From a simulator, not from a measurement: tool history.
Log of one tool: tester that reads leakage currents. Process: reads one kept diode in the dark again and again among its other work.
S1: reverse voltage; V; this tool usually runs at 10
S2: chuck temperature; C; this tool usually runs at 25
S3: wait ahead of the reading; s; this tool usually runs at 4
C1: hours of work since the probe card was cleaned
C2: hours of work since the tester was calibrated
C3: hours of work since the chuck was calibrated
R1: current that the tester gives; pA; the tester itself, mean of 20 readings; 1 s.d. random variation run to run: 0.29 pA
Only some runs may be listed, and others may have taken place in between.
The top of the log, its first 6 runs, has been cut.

run,hour,S1,S2,S3,C1,C2,C3,R1
7,217,10,25,2.38,565,1256,17,95.01
8,242.2,7.8,25,2.38,580,1270,32,82.62
9,278.8,7.8,25,2.38,601,1291,53,82.28
10,327,1.3,25,2.38,628,1319,80,29.39
11,359.4,1.3,25,2.38,647,1337,99,29.21
12,406.2,10,25,4,674,1364,126,94.32
13,454.4,10,25,4,701,1392,153,94.74
14,493.3,10,25,4,724,1414,176,94.96
15,535.4,10,25,4,748,1438,200,94.99
16,569.3,10,25,4,767,1458,219,94.53
17,619.9,10,52,4,796,1487,248,584.28
18,668.5,10,52,4,824,1515,276,587.76
19,714.6,10,52,4,851,1541,303,590.73
20,760.6,10,52,4,877,1568,329,585.63
21,798.1,10,52,4,899,1589,350,585.16
22,846.4,3.9,21,1.47,926,1617,378,41.14
23,884.5,3.9,21,1.47,948,1639,400,41.05
24,935.6,3.9,21,1.47,977,1668,429,40.95
25,982.8,9.8,36,0.6,1005,1695,456,206.01
26,1031,9.8,36,0.6,1032,1723,484,207.26

Run 27 is up next; what results do you expect?
27,1069.3,4.6,48,1.24,1054,1745,506,?

{"run 27": {"R1": 292.72}}
On a tool with no hidden condition, and with the same random variation, this run would have come out at R1 292.65 pA.
